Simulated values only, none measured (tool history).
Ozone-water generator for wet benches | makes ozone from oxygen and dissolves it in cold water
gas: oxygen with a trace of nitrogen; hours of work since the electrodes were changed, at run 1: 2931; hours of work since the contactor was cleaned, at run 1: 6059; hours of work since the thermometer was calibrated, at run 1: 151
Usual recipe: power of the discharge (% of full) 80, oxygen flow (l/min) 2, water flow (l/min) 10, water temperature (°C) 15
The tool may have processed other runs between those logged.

run    hour  power of the discharge (% of full)  oxygen flow (l/min)  water flow (l/min)  water temperature (°C)  hours of work since the electrodes were changed  hours of work since the contactor was cleaned  hours of work since the thermometer was calibrated  dissolved ozone (ppm)  ozone in the gas ahead of the water (g/m3)
  1       0                                  80                    2                  10                      15                                             2931                                           6059                                                 151                   13.4                                       171.3
  2    66.3                                  80                    2                  10                      15                                             2995                                           6123                                                 216                   13.5                                       170.2
  3   165.2                                  80                    2                  10                      15                                             3091                                           6219                                                 312                   13.5                                       168.5
  4   260.2                                  80                    2                  10                      15                                             3183                                           6311                                                 404                   13.4                                       169.5
  5   333.5                                  80                    2                  10                      17                                             3255                                           6383                                                 475                   12.9                                       167.9
  6   420.3                                  80                    2                  10                      17                                             3339                                           6467                                                 560                   13.1                                       167.1
  7   510.8                                  80                    2                  10                      17                                             3427                                           6555                                                 648                   12.9                                       169.5
  8   582.1                                  80                    2                  10                      17                                             3496                                           6624                                                 717                   12.7                                       169.6
        596  -- contactor cleaned
  9   658.6                                  80                 1.05                  10                      15                                             3567                                             61                                                 787                   10.5                                       224.5
 10   745.5                                  80                    2                  10                       7                                             3651                                            145                                                 872                   13.9                                       168.6
      770.2  -- contactor cleaned, once more
 11   841.6                                  53                 1.31                   8                      12                                             3740                                             69                                                 961                   11.8                                       147.2
 12   904.5                                  57                 2.74                  10                      18                                             3801                                            130                                                1022                   10.6                                       110.8
 13  1001.9                                  57                 2.74                  10                      18                                             3896                                            225                                                1117                   10.6                                       111.3
 14  1071.9                                  80                 1.72                  10                      10                                             3964                                            293                                                1185                   14.2                                       176.8
 15  1159.4                                  86                 1.72                  11                      10                                             4049                                            378                                                1270                   13.3                                       188.4

Expected results for the next run?
 16  1216                                  80                 1.07                   9                      15                                             4104                                            433                                                1325                      ?                                           ?

{"run 16": {"dissolved ozone (ppm)": 12.9, "ozone in the gas ahead of the water (g/m3)": 219.1}}
The same run, on a tool lacking any hidden state, would have yielded dissolved ozone (ppm) 14, ozone in the gas ahead of the water (g/m3) 233.9.
